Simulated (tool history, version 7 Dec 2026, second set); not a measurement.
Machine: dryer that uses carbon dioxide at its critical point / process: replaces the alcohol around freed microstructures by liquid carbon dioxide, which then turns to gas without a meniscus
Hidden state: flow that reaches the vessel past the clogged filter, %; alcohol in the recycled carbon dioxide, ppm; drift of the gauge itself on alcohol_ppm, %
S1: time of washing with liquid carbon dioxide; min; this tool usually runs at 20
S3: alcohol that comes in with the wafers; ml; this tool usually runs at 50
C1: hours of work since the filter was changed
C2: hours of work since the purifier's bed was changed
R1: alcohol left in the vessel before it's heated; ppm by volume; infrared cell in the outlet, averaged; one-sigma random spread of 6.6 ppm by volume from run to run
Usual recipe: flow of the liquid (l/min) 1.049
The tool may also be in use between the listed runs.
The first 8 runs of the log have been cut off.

Run 9, hour 357.9: usual settings but S1 12 min; C1 44; C2 1124. Result: R1 1676 ppm by volume.
At hour 386.8: purifier's bed changed.
Run 10, hour 412.3: usual settings but S1 12 min, flow of the liquid (l/min) 0.790; C1 79; C2 17. Result: R1 2554 ppm by volume.
Run 11, hour 460.6: usual settings but S1 12 min, flow of the liquid (l/min) 0.790; C1 112; C2 50. Result: R1 2782 ppm by volume.
Run 12, hour 494.9: usual settings but S1 12 min, flow of the liquid (l/min) 0.790; C1 135; C2 73. Result: R1 2896 ppm by volume.
Run 13, hour 526.6: usual settings but S1 19 min; C1 157; C2 95. Result: R1 626 ppm by volume.
At hour 546.6: inlet filter changed.
Run 14, hour 554.9: usual settings but S1 19 min; C1 6; C2 113. Result: R1 375 ppm by volume.
Run 15, hour 594.8: usual settings but S1 19 min; C1 33; C2 140. Result: R1 432 ppm by volume.
Run 16, hour 655.6: usual settings but S1 19 min; C1 74; C2 181. Result: R1 503 ppm by volume.
Run 17, hour 692.7: usual settings; C1 99; C2 206. Result: R1 472 ppm by volume.
Run 18, hour 750.4: usual settings but flow of the liquid (l/min) 0.810; C1 138; C2 246. Result: R1 1084 ppm by volume.
At hour 796.0: inlet filter changed.
Run 19, hour 800.1: usual settings but flow of the liquid (l/min) 0.810; C1 3; C2 279. Result: R1 777 ppm by volume.

Forecast run 20:
Run 20, hour 834.8: usual settings but flow of the liquid (l/min) 0.810; C1 26; C2 302. Result: R1 ?.

Logged for run 20: R1 825 ppm by volume.
Without the tool's hidden state the same run would have given R1 705 ppm by volume.
